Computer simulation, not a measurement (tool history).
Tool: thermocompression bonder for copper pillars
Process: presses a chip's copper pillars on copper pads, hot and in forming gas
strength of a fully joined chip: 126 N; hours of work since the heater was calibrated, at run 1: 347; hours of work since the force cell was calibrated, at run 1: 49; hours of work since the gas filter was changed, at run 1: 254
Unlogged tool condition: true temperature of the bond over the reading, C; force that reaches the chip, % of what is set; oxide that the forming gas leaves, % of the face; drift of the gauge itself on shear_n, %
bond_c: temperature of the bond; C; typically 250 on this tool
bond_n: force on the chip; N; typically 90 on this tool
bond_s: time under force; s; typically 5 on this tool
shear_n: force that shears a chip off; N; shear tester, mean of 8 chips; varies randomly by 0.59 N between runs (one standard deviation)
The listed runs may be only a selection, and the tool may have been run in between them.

run,hour,bond_c,bond_n,bond_s,hours of work since the heater was calibrated,hours of work since the force cell was calibrated,hours of work since the gas filter was changed,shear_n
1,0,250,90,5,347,49,254,73.6
2,40.7,250,90,5,372,74,279,73.8
3,75,250,90,5,392,94,300,73.4
# hour 88.3: forming gas filter changed
4,105.3,250,90,5,410,112,10,79.7
5,130.9,250,90,5,426,128,26,80.9
6,159.2,250,90,5,443,145,43,80.1
7,188,250,90,5,460,162,60,81.2
8,216.1,254,90,5,477,179,77,83.2
9,240.5,254,90,5,492,194,92,84.1
10,281.4,254,90,5,517,219,117,83.7
11,313,254,90,5,536,238,136,83.5
# hour 325.2: heater calibrated with a thermocouple chip
12,347.5,254,90,5,13,257,155,75.2
13,386.2,254,90,5,37,281,179,74.6
14,419.6,263,116,3,57,301,199,82.4
15,452.4,263,116,3,77,321,219,80.9
16,476.5,263,116,3,91,335,233,82.1
17,499.5,250,90,4,105,349,247,65.8
18,533.2,258,90,8,126,370,268,87.1
19,570.4,250,115,6,148,392,290,85
20,591.3,250,115,6,161,405,303,83.3
# hour 601.4: forming gas filter changed
21,613.3,229,72,4,174,418,7,43.7
22,631.3,225,90,10,185,429,18,67
23,671.4,267,130,3,209,453,42,95.2
24,694.4,267,130,3,223,467,56,95.6
25,723,267,130,3,240,484,73,95.4

Measured minus without-hidden-state, run by run (identical run-to-run variation in each term; gauge scatter may differ):
run,shear_n
1,-2.4
2,-2.7
3,-3.1
4,+5
5,+4.8
6,+4.6
7,+4.4
8,+4
9,+3.7
10,+3.3
11,+3.1
12,-4.9
13,-5.2
14,-5.9
15,-6.1
16,-6.5
17,-5.3
18,-7.4
19,-7.6
20,-7.6
21,+0.4
22,+0.4
23,-0.8
24,-1
25,-1.4
